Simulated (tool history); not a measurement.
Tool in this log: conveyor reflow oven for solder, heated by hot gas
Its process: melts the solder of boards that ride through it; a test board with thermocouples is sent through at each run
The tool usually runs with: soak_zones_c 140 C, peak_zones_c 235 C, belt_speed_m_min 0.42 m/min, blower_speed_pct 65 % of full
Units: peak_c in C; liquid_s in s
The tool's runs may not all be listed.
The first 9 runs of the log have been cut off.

run   hour  soak_zones_c  peak_zones_c  belt_speed_m_min  blower_speed_pct  peak_c  liquid_s
 10     70           140           235              0.42                85   221.8      69.6
 11   75.7           140           235              0.42                65   217.4      65.2
 12   84.2           140           235              0.42                51     213      60.1
 13   93.6           140           235              0.42                51   212.5      59.8
 14  101.8           140           235              0.42                51   212.7      59.7
 15  108.4           140           235              0.42                65   217.3      65.6
 16  117.1           152           235              0.42                65   219.5      72.6
 17  126.7           152           242              0.42                65   225.6      76.8
 18  138.4           133           235              0.42                79   219.7      65.2
 19    145           133           235              0.42                66   216.3      61.7
 20  153.7           133           235              0.42                72     218      63.3
 21    164           140           237             0.431                65   217.9      64.1
 22  172.5           140           237             0.431                51   212.9      58.4
 23  177.8           140           235              0.42                76   220.1      67.9
 24  185.2           125           234             0.405                67   215.5      60.5
 25  195.3           125           234             0.405                67   215.3      60.2
 26  202.7           154           235             0.475                65   216.2      61.4
 27  208.8           152           226              0.42                66   212.4      66.2
 28  217.5           141           234             0.494                66   211.6      49.1
 29  223.2           132           225             0.484                85   207.6      45.1
 30  229.2           132           234             0.492                85   214.2      50.4
 31    238           132           234             0.492                85   214.2      50.6

Each row is a separate what-if for the run after 31, all from the same tool condition, not one after another. Results?
  A  245.2           152           229             0.395                65       ?         ?
  B  245.2           131           225             0.453                65       ?         ?
  C  245.2           132           232             0.492                85       ?         ?

run  peak_c  liquid_s
  A   216.3        75
  B   204.4      43.6
  C   212.4      49.2
With no hidden state in the tool, these same runs would have given:
run  peak_c  liquid_s
  A   216.6      74.8
  B     205      44.2
  C   213.2      49.8
